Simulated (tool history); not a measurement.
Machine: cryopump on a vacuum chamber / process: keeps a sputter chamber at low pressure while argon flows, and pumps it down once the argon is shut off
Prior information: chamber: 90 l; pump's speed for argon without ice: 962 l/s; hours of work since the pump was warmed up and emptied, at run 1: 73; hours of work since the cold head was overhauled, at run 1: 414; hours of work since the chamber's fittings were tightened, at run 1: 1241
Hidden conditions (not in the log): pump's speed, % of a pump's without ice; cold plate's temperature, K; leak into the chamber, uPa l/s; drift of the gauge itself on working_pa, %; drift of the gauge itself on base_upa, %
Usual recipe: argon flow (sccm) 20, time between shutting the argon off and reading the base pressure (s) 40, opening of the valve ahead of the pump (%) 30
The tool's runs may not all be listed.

run     day  argon flow (sccm)  time between shutting the argon off and reading the base pressure (s)  opening of the valve ahead of the pump (%)  hours of work since the pump was warmed up and emptied  hours of work since the cold head was overhauled  hours of work since the chamber's fittings were tightened  pressure while argon flows (Pa)  pressure after the wait (uPa)
  1       0                 20                                                                     40                                          30                                                      73                                               414                                                       1241                           0.1183                           4.98
  2   1.075                 20                                                                     40                                          28                                                      95                                               436                                                       1263                           0.1284                           5.03
  3   2.279                 20                                                                     40                                          28                                                     120                                               460                                                       1287                           0.1275                           5.08
  4   3.758                 20                                                                     40                                          28                                                     150                                               490                                                       1317                           0.1301                           5.03
  5   4.975                 20                                                                     40                                          30                                                     174                                               515                                                       1342                           0.1223                            5.2
  6   5.625                 11                                                                     40                                          30                                                     188                                               528                                                       1355                           0.0676                           5.24
  7   6.746                 11                                                                     40                                          30                                                     210                                               551                                                       1378                           0.0684                           5.31
  8   7.592                 10                                                                     40                                          30                                                     228                                               568                                                       1395                           0.0621                           5.22
  9   8.604                 20                                                                     40                                          30                                                     248                                               589                                                       1416                           0.1251                           5.25
 10  10.025                 20                                                                     40                                          30                                                     277                                               617                                                       1444                           0.1261                           5.37
 11  11.404                 20                                                                     40                                          30                                                     305                                               645                                                       1472                           0.1263                           5.27
     12.175  -- pump warmed up, emptied and cooled again
 12  13.033                 20                                                                     40                                          30                                                      17                                               674                                                       1501                           0.1178                           5.14
 13  14.088                 20                                                                     40                                          45                                                      39                                               696                                                       1523                           0.0793                           5.28
 14  14.688                 20                                                                     40                                          20                                                      51                                               708                                                       1535                           0.1779                           5.24
 15  15.954                 20                                                                     40                                          20                                                      77                                               734                                                       1561                           0.1762                            5.4
 16  16.888                 20                                                                     40                                          30                                                      96                                               752                                                       1580                           0.1198                           5.32
 17  17.971                 36                                                                     60                                          50                                                     118                                               774                                                       1602                           0.1338                            4.1
 18   18.85                 24                                                                     36                                          30                                                     136                                               792                                                       1619                           0.1455                           5.77
 19  19.754                  9                                                                    182                                          30                                                     154                                               811                                                       1638                           0.0551                           2.63
 20  20.962                 16                                                                    236                                          30                                                     178                                               835                                                       1662                           0.0987                           2.57
 21   22.35                 16                                                                    236                                          30                                                     207                                               863                                                       1690                           0.0982                           2.63
 22  23.438                 20                                                                     46                                          46                                                     229                                               886                                                       1713                           0.0829                           5.09
 23  24.838                 20                                                                     46                                          46                                                     257                                               914                                                       1741                           0.0844                            5.2

Expected results for the next run?
 24  25.783                 20                                                                     46                                          46                                                     276                                               933                                                       1760                                ?                              ?

{"run 24": {"pressure while argon flows (Pa)": 0.0846, "pressure after the wait (uPa)": 5.25}}
If the tool had no hidden condition, the same run with the same run-to-run variation would have returned pressure while argon flows (Pa) 0.0763, pressure after the wait (uPa) 3.32.
